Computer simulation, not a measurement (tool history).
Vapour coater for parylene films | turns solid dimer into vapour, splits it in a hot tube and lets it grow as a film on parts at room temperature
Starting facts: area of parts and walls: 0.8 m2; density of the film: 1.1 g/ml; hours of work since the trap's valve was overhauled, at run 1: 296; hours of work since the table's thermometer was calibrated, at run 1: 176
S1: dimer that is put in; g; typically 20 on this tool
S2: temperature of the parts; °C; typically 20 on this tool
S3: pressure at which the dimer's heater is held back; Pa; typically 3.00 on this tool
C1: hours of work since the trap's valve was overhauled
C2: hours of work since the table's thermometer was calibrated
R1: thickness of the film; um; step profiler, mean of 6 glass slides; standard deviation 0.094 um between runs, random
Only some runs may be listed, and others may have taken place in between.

run	hour	S1	S2	S3	C1	C2	R1
1	0.0	20	20	3.00	296	176	11.20
# hour 17.7: trap's valve overhauled
2	59.5	20	20	3.00	26	211	10.51
3	89.0	20	20	3.00	45	230	10.59
4	140.6	20	20	3.00	78	263	10.53
5	172.0	20	20	3.00	98	282	10.22
6	207.2	16	20	3.00	120	305	8.11
# hour 273.1: trap's valve overhauled, once more
7	281.8	16	20	3.00	6	350	10.01
8	340.0	20	20	3.37	42	386	11.85
9	394.6	20	20	3.37	77	421	11.76
10	443.1	20	16	3.37	108	452	13.45
11	509.6	20	16	3.37	150	494	12.99
12	580.6	20	16	3.37	195	539	12.81
13	635.7	17	29	9.56	230	574	5.38
14	700.5	33	26	3.00	271	615	15.23
15	742.3	11	20	5.52	298	642	5.26
# hour 754.6: trap's valve overhauled
16	813.6	9	20	3.00	37	684	5.53
17	845.8	9	20	3.00	58	705	5.41
18	877.0	9	20	3.00	78	724	5.45
19	925.1	22	21	10.58	108	755	9.23
20	990.8	20	20	2.50	150	797	12.19
21	1035.5	16	26	5.83	178	825	6.41
22	1078.2	16	17	5.83	205	852	8.64
23	1131.9	16	17	5.83	239	886	8.60

Below are 5 alternative next runs, each starting from the tool's condition after run 23. Predict each:
A	1172.8	22	13	5.83	265	912	?
B	1172.8	27	13	2.43	265	912	?
C	1172.8	20	15	3.00	265	912	?
D	1172.8	30	20	2.56	265	912	?
E	1172.8	10	20	3.00	265	912	?

run	R1
A	13.35
B	20.32
C	13.14
D	17.49
E	5.63
Without the tool's unlogged condition, the same runs would have read:
run	R1
A	14.97
B	22.80
C	14.74
D	19.63
E	6.32
